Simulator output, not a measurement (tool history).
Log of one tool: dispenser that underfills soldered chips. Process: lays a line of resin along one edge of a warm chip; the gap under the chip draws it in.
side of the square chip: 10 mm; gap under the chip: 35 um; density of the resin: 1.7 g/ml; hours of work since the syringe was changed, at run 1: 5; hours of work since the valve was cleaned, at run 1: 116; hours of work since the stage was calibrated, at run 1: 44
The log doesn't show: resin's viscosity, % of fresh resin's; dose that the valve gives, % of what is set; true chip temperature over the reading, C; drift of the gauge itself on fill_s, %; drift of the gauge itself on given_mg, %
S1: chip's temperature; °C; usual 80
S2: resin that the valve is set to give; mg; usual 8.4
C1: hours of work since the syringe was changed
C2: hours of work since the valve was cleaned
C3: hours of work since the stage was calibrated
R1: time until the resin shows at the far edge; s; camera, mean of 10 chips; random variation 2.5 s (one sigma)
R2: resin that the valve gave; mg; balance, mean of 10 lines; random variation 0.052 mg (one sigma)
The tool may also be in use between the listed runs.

run	hour	S1	S2	C1	C2	C3	R1	R2
1	0	80	8.4	5	116	44	300.9	7.64
# hour 1.4: new syringe of resin
# hour 4.8: dispensing valve cleaned and set on the balance
2	9.8	80	8.4	5	3	50	295.9	8.39
# hour 11.8: new syringe of resin
3	17.2	80	8.4	4	8	55	276.1	8.41
# hour 21.9: new syringe of resin
4	29.1	95	8.4	5	16	62	157.9	8.34
# hour 31.3: new syringe of resin
5	39.6	95	8.4	5	22	69	160.1	8.34
# hour 40.7: new syringe of resin
6	45.6	95	8.4	3	26	73	149.1	8.26
# hour 50.3: new syringe of resin
7	54.6	95	8.4	3	32	79	145.6	8.24
# hour 60.3: new syringe of resin
8	66.7	80	8.4	4	40	86	279.5	8.18
# hour 70.5: new syringe of resin
9	72	80	8.4	1	43	90	259.8	8.1
# hour 80: new syringe of resin
10	82.2	80	8.4	1	50	96	260.1	8.15
11	87.2	70	8.4	5	53	100	449.4	8.11
# hour 89.6: new syringe of resin
12	92.9	89	8.4	2	56	103	184.9	8.09
# hour 98.9: new syringe of resin
13	100.6	89	8.4	1	61	108	174.4	8.06
14	106.5	91	8.4	5	65	112	180.4	7.99
# hour 108.3: new syringe of resin
15	112.3	91	8.4	3	69	116	171.6	7.99
# hour 117.6: new syringe of resin
16	119.8	91	8.4	1	74	120	165.9	7.96
# hour 127.5: new syringe of resin
17	130.1	80	8.4	2	80	127	267	7.9
# hour 137.2: new syringe of resin
18	137.4	80	7.37	0	85	132	268.8	6.97
19	144.9	80	7.37	5	90	137	310.8	6.96
# hour 147: new syringe of resin
20	153	84	7.37	4	95	142	253.8	6.92
# hour 157.1: new syringe of resin
21	160.1	91	7.56	2	99	146	177.7	7.11
# hour 167.3: new syringe of resin
22	169	91	7.56	1	105	152	174	7.04
23	175.5	85	10.88	5	109	156	235.2	9.99
# hour 176.7: new syringe of resin
24	183.6	68	8.22	5	115	161	500.6	7.52
# hour 186.2: new syringe of resin
# hour 190.9: dispensing valve cleaned and set on the balance
25	191	72	9.28	2	0	165	369.3	9.3
# hour 197.2: new syringe of resin
26	197.5	87	8.4	0	4	169	189.1	8.27
27	205	75	8.77	5	9	174	366.3	8.7
# hour 207.4: new syringe of resin
28	215.9	79	9.86	6	16	181	304.9	9.8
# hour 217.3: new syringe of resin
29	222.8	77	8.55	4	20	186	321.3	8.46
# hour 226.9: new syringe of resin
30	230.4	77	8.73	2	25	191	312.1	8.52
# hour 237: new syringe of resin
31	239.9	77	8.73	2	31	197	314.3	8.57
# hour 246.6: new syringe of resin
32	246.6	77	8.73	0	36	201	287.4	8.51
# hour 256: new syringe of resin
33	256	72	8.95	0	42	207	354.5	8.62
# hour 265.5: new syringe of resin
34	267.5	84	8.02	1	49	214	226.3	7.66

Hidden state or all else? Some run-to-run changes of R1, split into what the settings, what came in and random variation would give without the hidden state, and what is left for the hidden state (with any gauge scatter that isn't in both results):
Run 10 -> 11: S1 80 -> 70. R1 +189.3 s: hidden state +50.2, all else +139.1.
Run 11 -> 12: S1 70 -> 89, new syringe of resin. R1 -264.5 s: hidden state -48.1, all else -216.4.
Run 23 -> 24: S1 85 -> 68, S2 10.88 -> 8.22, new syringe of resin. R1 +265.4 s: hidden state +31.4, all else +234.
Run 24 -> 25: S1 68 -> 72, S2 8.22 -> 9.28, new syringe of resin, dispensing valve cleaned and set on the balance. R1 -131.3 s: hidden state -48.2, all else -83.1.
Run 26 -> 27: S1 87 -> 75, S2 8.4 -> 8.77. R1 +177.2 s: hidden state +53.9, all else +123.3.

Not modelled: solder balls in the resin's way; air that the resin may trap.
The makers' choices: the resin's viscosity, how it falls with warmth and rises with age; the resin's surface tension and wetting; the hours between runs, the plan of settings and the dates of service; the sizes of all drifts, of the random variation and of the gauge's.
